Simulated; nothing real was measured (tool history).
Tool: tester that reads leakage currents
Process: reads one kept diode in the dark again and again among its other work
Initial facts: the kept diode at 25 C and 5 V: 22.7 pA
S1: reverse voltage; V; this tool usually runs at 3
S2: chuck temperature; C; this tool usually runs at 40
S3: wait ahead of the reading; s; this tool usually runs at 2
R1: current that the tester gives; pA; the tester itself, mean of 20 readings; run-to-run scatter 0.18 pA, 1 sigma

run    hour     S1  S2    S3      R1
  1       0      3  40     2   59.75
       38.8  -- chuck's temperature calibrated
  2   146.7      3  40     2   60.47
  3     293      3  40     2   60.69
  4   417.8      3  28     2   25.49
  5   500.7      3  28     2   25.54
  6   645.7      3  28     2   25.66
        704  -- chuck's temperature calibrated, once more
  7   797.8      3  40     2    57.9
  8   909.8      3  40     2   58.03
  9    1011      3  40     2   57.82
 10  1176.9      3  40     2   58.17
 11  1325.9      3  40     2   58.56
 12  1425.2      3  40     2   58.58
 13  1558.6      3  40     2   58.78
 14  1640.8      3  40     2   58.61
 15  1714.6      3  40     2      59
     1867.1  -- tester calibrated
 16  1874.8      3  40     2   60.79
 17  1997.3      3  40     2    60.6
 18  2110.3      3  40     2   60.63
 19  2218.8      3  40  7.52   60.31
 20  2316.8      3  40  7.52   60.75
 21  2388.6   17.7  40  0.36   141.8
 22    2488   5.35  40  0.36   81.07
 23  2634.7   8.07  25  0.36    37.4
 24  2734.8   8.07  25  0.36   37.69
 25  2831.8  19.01  25  0.77   55.57
     2995.2  -- probe card cleaned and baked
 26    3005  11.94  55  0.77  299.16
 27  3149.9  11.94  55  0.77  300.95
 28  3317.2   1.98  45   5.7    72.6
 29    3426  14.22  31  1.92   61.45
 30  3558.4  14.22  31  1.92   61.78
 31  3644.8  14.22  31  1.92   61.67
 32  3728.6      3  40  2.18   60.81
     3810.4  -- chuck's temperature calibrated
 33  3867.8      3  40  9.43   57.45
 34  4017.9      3  40  9.43   57.48
 35  4110.5      3  40  9.43   57.61
 36  4190.9   5.46  27  1.21   29.26
 37  4266.8   3.74  26     2   22.84
 38  4421.2   1.89  23  1.64   13.56
 39  4558.8   1.05  43  0.68   46.83

Hidden state or all else? Some run-to-run changes of R1, split into what the settings, what came in and random variation would give without the hidden state, and what is left for the hidden state (with any gauge scatter that isn't in both results):
Hidden state at play: stray current of the dirty probe card, pA a volt; current scale over the true one, %; true chuck temperature over the reading, C; drift of the gauge itself on leakage_pa, %.
Run 20 -> 21: S1 3 -> 17.7, S3 7.52 -> 0.36. R1 +81.05 pA: hidden state +7.93, all else +73.12.
Run 21 -> 22: S1 17.7 -> 5.35. R1 -60.73 pA: hidden state -6.29, all else -54.44.
Run 25 -> 26: S1 19.01 -> 11.94, S2 25 -> 55, probe card cleaned and baked. R1 +243.59 pA: hidden state +0.62, all else +242.97.
Run 27 -> 28: S1 11.94 -> 1.98, S2 55 -> 45, S3 0.77 -> 5.7. R1 -228.35 pA: hidden state -8.16, all else -220.19.

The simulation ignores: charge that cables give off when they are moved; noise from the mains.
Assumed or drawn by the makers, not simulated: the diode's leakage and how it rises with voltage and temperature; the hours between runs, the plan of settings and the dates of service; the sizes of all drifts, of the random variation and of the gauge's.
